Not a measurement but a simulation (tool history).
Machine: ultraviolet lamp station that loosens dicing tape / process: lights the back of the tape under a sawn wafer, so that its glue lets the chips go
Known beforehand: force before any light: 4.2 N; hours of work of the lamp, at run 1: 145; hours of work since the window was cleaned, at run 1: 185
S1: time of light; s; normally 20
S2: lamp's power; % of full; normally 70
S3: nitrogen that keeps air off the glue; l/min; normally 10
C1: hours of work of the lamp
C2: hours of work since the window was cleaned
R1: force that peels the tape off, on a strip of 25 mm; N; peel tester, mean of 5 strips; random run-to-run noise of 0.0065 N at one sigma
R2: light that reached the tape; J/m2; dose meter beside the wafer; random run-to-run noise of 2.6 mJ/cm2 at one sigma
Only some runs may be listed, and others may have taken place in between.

run   hour  S1  S2  S3   C1   C2     R1    R2
  1      0  20  70  10  145  185  0.207  3130
  2    8.6  20  75  10  149  189  0.178  3390
  3   17.5  12  70  10  153  193  0.629  1900
  4   25.8  12  70  10  157  196  0.627  1890
  5   33.2  12  70  10  160  200  0.633  1920
  6     45  12  70  10  165  205  0.628  1880
  7   52.2  12  70  10  168  208  0.636  1950
  8     65  12  70  10  174  214  0.633  1850
  9   77.6  12  70  10  180  220  0.623  1920
 10   86.9  20  86  10  184  224  0.122  3890
 11   97.6  20  86  10  189  228  0.127  3860
 12  104.5  20  86  10  192  232  0.122  3890
 13  119.8  22  67  18  199  238  0.115  3290

Predict each of these 5 candidate next runs independently; none follows another, all start after run 13:
  A  136.1  12  68  10  206  246   ?   ?
  B  136.1  20  73  18  206  246   ?   ?
  C  136.1  14  77  10  206  246   ?   ?
  D  136.1  22  67  18  206  246   ?   ?
  E  136.1  24  67  18  206  246   ?   ?

run     R1    R2
  A  0.698  1850
  B  0.129  3320
  C  0.398  2420
  D  0.124  3340
  E  0.106  3580
The same runs, with their run-to-run variation unchanged, on a tool lacking any hidden condition would have given:
run     R1    R2
  A  0.696  1850
  B  0.128  3320
  C  0.396  2420
  D  0.124  3340
  E  0.106  3590
